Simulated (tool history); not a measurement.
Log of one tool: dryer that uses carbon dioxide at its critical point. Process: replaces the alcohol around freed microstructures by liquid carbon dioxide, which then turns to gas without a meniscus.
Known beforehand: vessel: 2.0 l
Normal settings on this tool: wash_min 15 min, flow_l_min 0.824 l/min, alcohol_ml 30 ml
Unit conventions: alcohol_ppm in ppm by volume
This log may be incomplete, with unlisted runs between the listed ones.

| run | hour | wash_min | flow_l_min | alcohol_ml | alcohol_ppm |
|---|---|---|---|---|---|
| 1 | 0 | 15 | 0.824 | 30 | 230 |
| 2 | 48.4 | 15 | 0.824 | 30 | 239 |
| 3 | 93.9 | 15 | 0.83 | 30 | 245 |
| 4 | 128.1 | 15 | 0.824 | 30 | 289 |
| 5 | 157.5 | 16 | 0.824 | 30 | 235 |
| 6 | 196 | 15 | 1.315 | 30 | 70 |
| 7 | 217.9 | 15 | 0.824 | 30 | 333 |
| 8 | 252.9 | 15 | 0.824 | 30 | 344 |
| 9 | 286.7 | 15 | 0.824 | 30 | 368 |
| 10 | 320.9 | 15 | 0.824 | 30 | 390 |
|  | 354.9 | inlet filter changed |
| 11 | 362.4 | 15 | 0.994 | 61 | 211 |
| 12 | 410.5 | 15 | 0.994 | 61 | 231 |
| 13 | 447.6 | 15 | 0.994 | 61 | 254 |
| 14 | 479.6 | 14 | 0.824 | 30 | 375 |

Predict the results of run 15:
| 15 | 522.3 | 15 | 0.599 | 21 | ? |

alcohol_ppm: 655 ppm by volume
Had the tool carried no hidden state, the very same run would have given alcohol_ppm 463 ppm by volume.
